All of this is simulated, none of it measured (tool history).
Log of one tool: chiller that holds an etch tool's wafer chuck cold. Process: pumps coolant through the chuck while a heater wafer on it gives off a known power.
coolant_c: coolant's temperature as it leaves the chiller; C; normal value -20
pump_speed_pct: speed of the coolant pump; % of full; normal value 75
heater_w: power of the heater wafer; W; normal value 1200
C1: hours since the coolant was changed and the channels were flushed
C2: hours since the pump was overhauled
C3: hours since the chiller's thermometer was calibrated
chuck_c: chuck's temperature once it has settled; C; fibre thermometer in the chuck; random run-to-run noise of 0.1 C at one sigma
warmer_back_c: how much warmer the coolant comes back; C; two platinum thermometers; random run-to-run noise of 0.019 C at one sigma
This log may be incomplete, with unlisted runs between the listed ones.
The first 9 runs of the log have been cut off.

run 10 hour=485.8 | coolant_c=-24 pump_speed_pct=90 heater_w=606 | C1=3972 C2=3463 C3=3070 | chuck_c=-20.3 warmer_back_c=1.24
run 11 hour=561.4 | coolant_c=-20 pump_speed_pct=75 heater_w=1200 | C1=4048 C2=3538 C3=3146 | chuck_c=-11.1 warmer_back_c=2.94
-- hour=568.8 chiller's thermometer calibrated
run 12 hour=654.6 | coolant_c=-20 pump_speed_pct=75 heater_w=1200 | C1=4140 C2=3631 C3=86 | chuck_c=-11.1 warmer_back_c=2.93
run 13 hour=705.6 | coolant_c=-20 pump_speed_pct=75 heater_w=1200 | C1=4191 C2=3682 C3=137 | chuck_c=-11.5 warmer_back_c=2.95
run 14 hour=768.1 | coolant_c=-20 pump_speed_pct=75 heater_w=1200 | C1=4254 C2=3744 C3=199 | chuck_c=-11.5 warmer_back_c=2.97
run 15 hour=844.6 | coolant_c=-20 pump_speed_pct=72 heater_w=1200 | C1=4330 C2=3821 C3=276 | chuck_c=-11.2 warmer_back_c=3.10
run 16 hour=882.8 | coolant_c=-20 pump_speed_pct=72 heater_w=1200 | C1=4368 C2=3859 C3=314 | chuck_c=-11.1 warmer_back_c=3.14
run 17 hour=966.2 | coolant_c=-20 pump_speed_pct=95 heater_w=1200 | C1=4452 C2=3942 C3=397 | chuck_c=-12.9 warmer_back_c=2.31
run 18 hour=1040.2 | coolant_c=-12 pump_speed_pct=80 heater_w=635 | C1=4526 C2=4016 C3=471 | chuck_c=-7.9 warmer_back_c=1.44
-- hour=1053.6 chiller's thermometer calibrated, once more
-- hour=1080.4 coolant changed, channels flushed
run 19 hour=1132.5 | coolant_c=-12 pump_speed_pct=64 heater_w=635 | C1=52 C2=4101 C3=73 | chuck_c=-7.0 warmer_back_c=1.88
run 20 hour=1195.9 | coolant_c=-12 pump_speed_pct=61 heater_w=658 | C1=115 C2=4165 C3=136 | chuck_c=-6.7 warmer_back_c=2.06
run 21 hour=1258.9 | coolant_c=-20 pump_speed_pct=67 heater_w=855 | C1=178 C2=4228 C3=199 | chuck_c=-13.3 warmer_back_c=2.42
run 22 hour=1329.4 | coolant_c=-20 pump_speed_pct=67 heater_w=855 | C1=249 C2=4298 C3=270 | chuck_c=-13.5 warmer_back_c=2.44
run 23 hour=1415.8 | coolant_c=-11 pump_speed_pct=92 heater_w=1200 | C1=335 C2=4385 C3=356 | chuck_c=-3.7 warmer_back_c=2.43
run 24 hour=1504.9 | coolant_c=-29 pump_speed_pct=66 heater_w=1080 | C1=424 C2=4474 C3=445 | chuck_c=-20.6 warmer_back_c=3.12
run 25 hour=1572.3 | coolant_c=-20 pump_speed_pct=81 heater_w=904 | C1=492 C2=4541 C3=513 | chuck_c=-14.1 warmer_back_c=2.10
run 26 hour=1625.8 | coolant_c=-29 pump_speed_pct=99 heater_w=1269 | C1=545 C2=4595 C3=566 | chuck_c=-21.9 warmer_back_c=2.37
run 27 hour=1713.3 | coolant_c=-27 pump_speed_pct=75 heater_w=794 | C1=633 C2=4682 C3=654 | chuck_c=-21.5 warmer_back_c=1.98
run 28 hour=1756.0 | coolant_c=-29 pump_speed_pct=88 heater_w=1368 | C1=676 C2=4725 C3=696 | chuck_c=-20.5 warmer_back_c=2.88
run 29 hour=1845.5 | coolant_c=-16 pump_speed_pct=62 heater_w=744 | C1=765 C2=4814 C3=786 | chuck_c=-9.9 warmer_back_c=2.29
run 30 hour=1929.2 | coolant_c=-17 pump_speed_pct=66 heater_w=1200 | C1=849 C2=4898 C3=870 | chuck_c=-7.7 warmer_back_c=3.47
run 31 hour=1991.2 | coolant_c=-17 pump_speed_pct=66 heater_w=1200 | C1=911 C2=4960 C3=932 | chuck_c=-7.6 warmer_back_c=3.45
run 32 hour=2075.8 | coolant_c=-19 pump_speed_pct=66 heater_w=1200 | C1=995 C2=5045 C3=1016 | chuck_c=-9.6 warmer_back_c=3.49

Forecast each of these 3 alternatives for the next run:
run A hour=2118.8 | coolant_c=-15 pump_speed_pct=75 heater_w=1200 | C1=1038 C2=5088 C3=1059 | chuck_c=? warmer_back_c=?
run B hour=2118.8 | coolant_c=-21 pump_speed_pct=91 heater_w=1200 | C1=1038 C2=5088 C3=1059 | chuck_c=? warmer_back_c=?
run C hour=2118.8 | coolant_c=-21 pump_speed_pct=77 heater_w=1590 | C1=1038 C2=5088 C3=1059 | chuck_c=? warmer_back_c=?

run=A chuck_c=-6.6 warmer_back_c=3.03
run=B chuck_c=-13.7 warmer_back_c=2.45
run=C chuck_c=-10.0 warmer_back_c=3.87
Stripped of hidden state, with their random variation kept, the same runs would have yielded:
run=A chuck_c=-7.1 warmer_back_c=2.90
run=B chuck_c=-14.2 warmer_back_c=2.34
run=C chuck_c=-10.8 warmer_back_c=3.69

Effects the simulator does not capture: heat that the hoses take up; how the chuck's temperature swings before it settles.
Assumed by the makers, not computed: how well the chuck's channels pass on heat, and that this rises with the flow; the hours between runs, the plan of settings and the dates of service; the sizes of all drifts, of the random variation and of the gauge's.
